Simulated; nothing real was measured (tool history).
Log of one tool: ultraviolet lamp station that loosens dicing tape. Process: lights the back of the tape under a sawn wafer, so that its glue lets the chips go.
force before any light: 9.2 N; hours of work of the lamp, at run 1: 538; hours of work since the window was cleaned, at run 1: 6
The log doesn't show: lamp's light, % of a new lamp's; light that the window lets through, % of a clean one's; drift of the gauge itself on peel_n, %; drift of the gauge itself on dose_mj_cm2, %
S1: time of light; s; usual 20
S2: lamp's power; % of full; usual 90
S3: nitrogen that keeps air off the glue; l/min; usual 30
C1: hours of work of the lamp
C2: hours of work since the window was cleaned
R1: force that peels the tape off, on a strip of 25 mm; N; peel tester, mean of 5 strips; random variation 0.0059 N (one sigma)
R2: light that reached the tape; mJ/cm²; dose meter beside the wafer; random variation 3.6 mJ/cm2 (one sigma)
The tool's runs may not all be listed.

run,hour,S1,S2,S3,C1,C2,R1,R2
1,0,20,90,30,538,6,0.189,562
2,36.7,20,90,30,555,23,0.184,556
3,80.9,20,90,30,576,44,0.176,547
4,104.6,20,90,25,587,55,0.224,556
5,131.7,20,90,25,599,68,0.227,549
6,160.5,20,90,30,613,81,0.195,544
7,203.8,20,83,30,633,102,0.235,502
8,228,20,90,30,644,113,0.204,547
9,246.1,20,68,30,653,121,0.41,408
10,287.3,11,90,13,672,141,1.582,295
# hour 289.8: window cleaned of glue's vapour
11,309.1,11,84,24,682,9,1.203,273
12,328.7,24,75,20,691,18,0.304,520
13,350.4,20,75,51,701,28,0.229,438
14,382.4,20,75,51,716,43,0.236,436
15,426.9,14,96,11,737,64,1.065,387
# hour 430.4: window cleaned of glue's vapour, once more
16,454.9,14,96,11,750,11,0.981,408
17,473.6,14,96,11,759,20,0.975,404

Forecast each of these 5 alternatives for the next run:
A,495.8,14,89,31,769,31,?,?
B,495.8,20,78,21,769,31,?,?
C,495.8,40,90,30,769,31,?,?
D,495.8,38,95,22,769,31,?,?
E,495.8,12,91,30,769,31,?,?

run,R1,R2
A,0.495,374
B,0.398,466
C,0.094,1095
D,0.091,1097
E,0.698,329
Without the tool's hidden state the same runs would have given:
run,R1,R2
A,0.382,414
B,0.306,516
C,0.093,1211
D,0.089,1214
E,0.547,364

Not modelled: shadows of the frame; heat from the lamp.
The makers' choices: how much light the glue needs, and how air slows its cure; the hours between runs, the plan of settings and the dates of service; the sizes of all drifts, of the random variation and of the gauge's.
